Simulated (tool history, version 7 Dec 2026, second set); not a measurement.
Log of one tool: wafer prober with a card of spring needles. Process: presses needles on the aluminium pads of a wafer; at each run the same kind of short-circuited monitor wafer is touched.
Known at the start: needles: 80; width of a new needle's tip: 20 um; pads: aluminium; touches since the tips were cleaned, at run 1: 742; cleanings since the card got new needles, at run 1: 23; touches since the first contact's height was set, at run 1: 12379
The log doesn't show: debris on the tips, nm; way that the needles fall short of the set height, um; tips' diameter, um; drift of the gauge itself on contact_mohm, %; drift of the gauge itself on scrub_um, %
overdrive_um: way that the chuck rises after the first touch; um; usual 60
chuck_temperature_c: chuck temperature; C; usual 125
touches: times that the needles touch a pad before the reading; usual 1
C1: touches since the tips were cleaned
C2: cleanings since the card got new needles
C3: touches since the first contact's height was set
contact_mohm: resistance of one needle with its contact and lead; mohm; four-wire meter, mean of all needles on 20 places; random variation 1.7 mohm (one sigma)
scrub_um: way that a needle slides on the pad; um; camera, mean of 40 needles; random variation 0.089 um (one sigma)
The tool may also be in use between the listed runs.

Run 1, hour 0.0: usual settings; C1 742; C2 23; C3 12379. Result: contact_mohm 190 mohm, scrub_um 15.93 um.
At hour 14.4: tips cleaned on abrasive film.
At hour 28.9: tips cleaned on abrasive film.
At hour 43.3: tips cleaned on abrasive film.
Run 2, hour 46.2: usual settings; C1 1058; C2 26; C3 28953. Result: contact_mohm 189 mohm, scrub_um 15.68 um.
At hour 60.7: tips cleaned on abrasive film.
At hour 75.1: tips cleaned on abrasive film.
At hour 89.5: tips cleaned on abrasive film.
At hour 107.6: tips cleaned on abrasive film.
At hour 122.0: tips cleaned on abrasive film.
At hour 136.4: tips cleaned on abrasive film.
Run 3, hour 147.7: usual settings; C1 4080; C2 32; C3 65358. Result: contact_mohm 210 mohm, scrub_um 15.38 um.
At hour 151.4: tips cleaned on abrasive film.
At hour 165.8: tips cleaned on abrasive film.
At hour 180.3: tips cleaned on abrasive film.
At hour 194.7: tips cleaned on abrasive film.
At hour 209.1: tips cleaned on abrasive film.
Run 4, hour 211.6: usual settings; C1 895; C2 37; C3 88231. Result: contact_mohm 192 mohm, scrub_um 15.20 um.
At hour 226.1: tips cleaned on abrasive film.
At hour 244.1: tips cleaned on abrasive film.
At hour 262.1: tips cleaned on abrasive film.
At hour 276.5: tips cleaned on abrasive film.
At hour 284.0: height of the first contact set anew.
At hour 294.9: tips cleaned on abrasive film.
At hour 311.8: tips cleaned on abrasive film.
Run 5, hour 311.8: usual settings but touches 3; C1 0; C2 43; C3 9972. Result: contact_mohm 182 mohm, scrub_um 15.73 um.
At hour 329.9: tips cleaned on abrasive film.
At hour 347.9: tips cleaned on abrasive film.
At hour 362.3: tips cleaned on abrasive film.
At hour 376.7: tips cleaned on abrasive film.
Run 6, hour 382.1: usual settings but touches 3; C1 1950; C2 47; C3 35195. Result: contact_mohm 189 mohm, scrub_um 15.57 um.
At hour 393.0: tips cleaned on abrasive film.
At hour 407.4: tips cleaned on abrasive film.
At hour 421.9: tips cleaned on abrasive film.
At hour 436.3: tips cleaned on abrasive film.
At hour 450.7: tips cleaned on abrasive film.
At hour 465.2: tips cleaned on abrasive film.
Run 7, hour 467.3: usual settings but touches 3; C1 766; C2 53; C3 65700. Result: contact_mohm 189 mohm, scrub_um 15.38 um.
At hour 481.7: tips cleaned on abrasive film.
At hour 496.2: tips cleaned on abrasive film.
At hour 510.6: tips cleaned on abrasive film.
At hour 525.0: tips cleaned on abrasive film.
At hour 539.5: tips cleaned on abrasive film.
At hour 556.1: tips cleaned on abrasive film.
Run 8, hour 556.1: usual settings but touches 3; C1 0; C2 59; C3 97523. Result: contact_mohm 185 mohm, scrub_um 15.27 um.
At hour 574.1: tips cleaned on abrasive film.
At hour 588.5: tips cleaned on abrasive film.
Run 9, hour 600.1: usual settings; C1 4160; C2 61; C3 113319. Result: contact_mohm 213 mohm, scrub_um 15.13 um.
At hour 603.8: tips cleaned on abrasive film.
At hour 604.1: height of the first contact set anew.
At hour 618.5: tips cleaned on abrasive film.
At hour 636.5: tips cleaned on abrasive film.
At hour 650.9: tips cleaned on abrasive film.
At hour 665.4: tips cleaned on abrasive film.
Run 10, hour 670.1: usual settings; C1 1694; C2 66; C3 23674. Result: contact_mohm 196 mohm, scrub_um 15.72 um.
At hour 680.9: tips cleaned on abrasive film.
At hour 695.4: tips cleaned on abrasive film.
At hour 713.4: tips cleaned on abrasive film.
At hour 729.0: tips cleaned on abrasive film.
Run 11, hour 729.0: usual settings; C1 0; C2 70; C3 44809. Result: contact_mohm 183 mohm, scrub_um 15.52 um.
At hour 743.5: tips cleaned on abrasive film.
At hour 757.9: tips cleaned on abrasive film.
At hour 775.9: tips cleaned on abrasive film.
At hour 790.4: tips cleaned on abrasive film.
At hour 804.8: tips cleaned on abrasive film.
At hour 819.2: tips cleaned on abrasive film.
Run 12, hour 822.7: usual settings but touches 2; C1 1241; C2 76; C3 78375. Result: contact_mohm 197 mohm, scrub_um 15.41 um.
At hour 837.1: tips cleaned on abrasive film.
At hour 851.5: tips cleaned on abrasive film.
At hour 866.0: tips cleaned on abrasive film.
At hour 880.4: tips cleaned on abrasive film.
At hour 894.9: tips cleaned on abrasive film.
Run 13, hour 907.4: usual settings but overdrive_um 62 um, chuck_temperature_c 32 C; C1 4514; C2 81; C3 108749. Result: contact_mohm 204 mohm, scrub_um 15.72 um.
At hour 911.0: tips cleaned on abrasive film.
At hour 922.1: height of the first contact set anew.
At hour 925.8: tips cleaned on abrasive film.
At hour 943.8: tips cleaned on abrasive film.
At hour 961.8: tips cleaned on abrasive film.
At hour 976.3: tips cleaned on abrasive film.
Run 14, hour 987.0: usual settings but overdrive_um 43 um, chuck_temperature_c 52 C; C1 3871; C2 86; C3 23267. Result: contact_mohm 247 mohm, scrub_um 11.16 um.
At hour 994.2: tips cleaned on abrasive film.
At hour 1012.3: tips cleaned on abrasive film.
At hour 1030.3: tips cleaned on abrasive film.
At hour 1044.7: tips cleaned on abrasive film.
At hour 1059.2: tips cleaned on abrasive film.
At hour 1073.6: tips cleaned on abrasive film.
Run 15, hour 1075.0: usual settings but chuck_temperature_c 52 C; C1 523; C2 92; C3 54822. Result: contact_mohm 181 mohm, scrub_um 15.45 um.
At hour 1089.5: tips cleaned on abrasive film.
At hour 1107.5: tips cleaned on abrasive film.
At hour 1125.3: tips cleaned on abrasive film.
Run 16, hour 1125.3: usual settings; C1 0; C2 95; C3 72841. Result: contact_mohm 192 mohm, scrub_um 15.41 um.
At hour 1139.7: tips cleaned on abrasive film.
At hour 1157.7: tips cleaned on abrasive film.
At hour 1175.7: tips cleaned on abrasive film.
At hour 1193.8: tips cleaned on abrasive film.
At hour 1208.2: tips cleaned on abrasive film.
Run 17, hour 1212.2: usual settings but overdrive_um 79 um, chuck_temperature_c 84 C, touches 3; C1 1445; C2 100; C3 104024. Result: contact_mohm 174 mohm, scrub_um 20.20 um.
At hour 1223.1: tips cleaned on abrasive film.
At hour 1241.1: tips cleaned on abrasive film.
At hour 1241.4: height of the first contact set anew.
At hour 1259.4: tips cleaned on abrasive film.
Run 18, hour 1264.1: usual settings but chuck_temperature_c 105 C, touches 3; C1 1680; C2 103; C3 8145. Result: contact_mohm 189 mohm, scrub_um 15.77 um.
At hour 1274.9: tips cleaned on abrasive film.
At hour 1289.3: tips cleaned on abrasive film.
At hour 1303.8: tips cleaned on abrasive film.
At hour 1318.2: tips cleaned on abrasive film.
At hour 1336.2: tips cleaned on abrasive film.
At hour 1351.7: tips cleaned on abrasive film.
Run 19, hour 1351.7: usual settings but chuck_temperature_c 105 C, touches 3; C1 0; C2 109; C3 39540. Result: contact_mohm 184 mohm, scrub_um 15.68 um.
At hour 1366.1: tips cleaned on abrasive film.
At hour 1384.1: tips cleaned on abrasive film.
At hour 1398.6: tips cleaned on abrasive film.
At hour 1413.0: tips cleaned on abrasive film.
Run 20, hour 1421.6: usual settings but overdrive_um 58 um, chuck_temperature_c 32 C, touches 2; C1 3119; C2 113; C3 64640. Result: contact_mohm 185 mohm, scrub_um 15.11 um.
At hour 1428.9: tips cleaned on abrasive film.
At hour 1443.3: tips cleaned on abrasive film.
At hour 1457.8: tips cleaned on abrasive film.
At hour 1472.2: tips cleaned on abrasive film.
At hour 1490.2: tips cleaned on abrasive film.
Run 21, hour 1502.2: usual settings but overdrive_um 46 um, chuck_temperature_c 35 C; C1 4339; C2 118; C3 93545. Result: contact_mohm 249 mohm, scrub_um 11.67 um.
At hour 1505.9: tips cleaned on abrasive film.
At hour 1524.0: tips cleaned on abrasive film.
At hour 1542.0: tips cleaned on abrasive film.
At hour 1560.0: tips cleaned on abrasive film.
At hour 1560.3: height of the first contact set anew.
At hour 1574.7: tips cleaned on abrasive film.
Run 22, hour 1578.0: usual settings but overdrive_um 46 um, chuck_temperature_c 35 C; C1 1175; C2 123; C3 6348. Result: contact_mohm 201 mohm, scrub_um 12.10 um.
At hour 1592.4: tips cleaned on abrasive film.
At hour 1610.4: tips cleaned on abrasive film.
At hour 1628.3: tips cleaned on abrasive film.
Run 23, hour 1628.3: usual settings but overdrive_um 66 um, chuck_temperature_c 121 C, touches 3; C1 0; C2 126; C3 24378. Result: contact_mohm 182 mohm, scrub_um 17.23 um.

Forecast each of these 3 alternatives for the next run:
At hour 1642.7: tips cleaned on abrasive film.
At hour 1657.1: tips cleaned on abrasive film.
At hour 1675.1: tips cleaned on abrasive film.
Run A, hour 1682.3: usual settings but overdrive_um 66 um, chuck_temperature_c 45 C, touches 2; C1 2591; C2 129; C3 43778. Result: contact_mohm ?, scrub_um ?.
At hour 1642.7: tips cleaned on abrasive film.
At hour 1657.1: tips cleaned on abrasive film.
At hour 1675.1: tips cleaned on abrasive film.
Run B, hour 1682.3: usual settings but overdrive_um 71 um, chuck_temperature_c 121 C, touches 3; C1 2591; C2 129; C3 43778. Result: contact_mohm ?, scrub_um ?.
At hour 1642.7: tips cleaned on abrasive film.
At hour 1657.1: tips cleaned on abrasive film.
At hour 1675.1: tips cleaned on abrasive film.
Run C, hour 1682.3: usual settings but overdrive_um 68 um, chuck_temperature_c 124 C; C1 2591; C2 129; C3 43778. Result: contact_mohm ?, scrub_um ?.

run  contact_mohm  scrub_um
  A           182     17.36
  B           188     18.57
  C           205     17.70
Without the tool's hidden state the same runs would have given:
run  contact_mohm  scrub_um
  A           161     17.58
  B           175     18.79
  C           177     17.91

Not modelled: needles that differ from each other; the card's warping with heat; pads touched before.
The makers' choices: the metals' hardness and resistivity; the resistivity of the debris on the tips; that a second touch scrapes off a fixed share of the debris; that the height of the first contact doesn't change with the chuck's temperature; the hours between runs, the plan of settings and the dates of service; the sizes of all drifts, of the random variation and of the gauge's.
